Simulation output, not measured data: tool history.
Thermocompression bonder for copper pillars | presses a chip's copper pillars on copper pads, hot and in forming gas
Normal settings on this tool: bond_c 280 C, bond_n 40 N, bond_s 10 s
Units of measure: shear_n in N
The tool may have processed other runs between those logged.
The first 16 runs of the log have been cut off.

| run | hour | bond_c | bond_n | bond_s | shear_n |
|---|---|---|---|---|---|
| 17 | 951.8 | 304 | 40 | 10 | 79.2 |
|  | 988.3 | force cell calibrated, once more |
| 18 | 999.7 | 304 | 40 | 10 | 74.7 |
| 19 | 1051.5 | 304 | 40 | 10 | 76.4 |
| 20 | 1130.6 | 304 | 40 | 10 | 76.5 |
| 21 | 1185.4 | 268 | 57 | 9 | 59.1 |
| 22 | 1239.9 | 268 | 57 | 9 | 57.1 |
| 23 | 1288.5 | 268 | 57 | 9 | 59.5 |
|  | 1293.8 | forming gas filter changed |
| 24 | 1342.7 | 268 | 29 | 20 | 51.9 |
| 25 | 1380.5 | 285 | 40 | 24 | 83.4 |
| 26 | 1452.6 | 298 | 29 | 17 | 70.5 |
| 27 | 1517.5 | 298 | 29 | 17 | 69.5 |
| 28 | 1577.2 | 296 | 36 | 10 | 64.6 |
| 29 | 1647.7 | 296 | 36 | 10 | 65.4 |
| 30 | 1700.7 | 280 | 32 | 10 | 49.1 |

Run 31, settings as shown, results not yet in. Your forecast:
| 31 | 1773.6 | 280 | 42 | 10 | ? |

shear_n: 59.4 N
If the tool had no hidden condition, the same run with the same run-to-run variation would have returned shear_n 62.7 N.
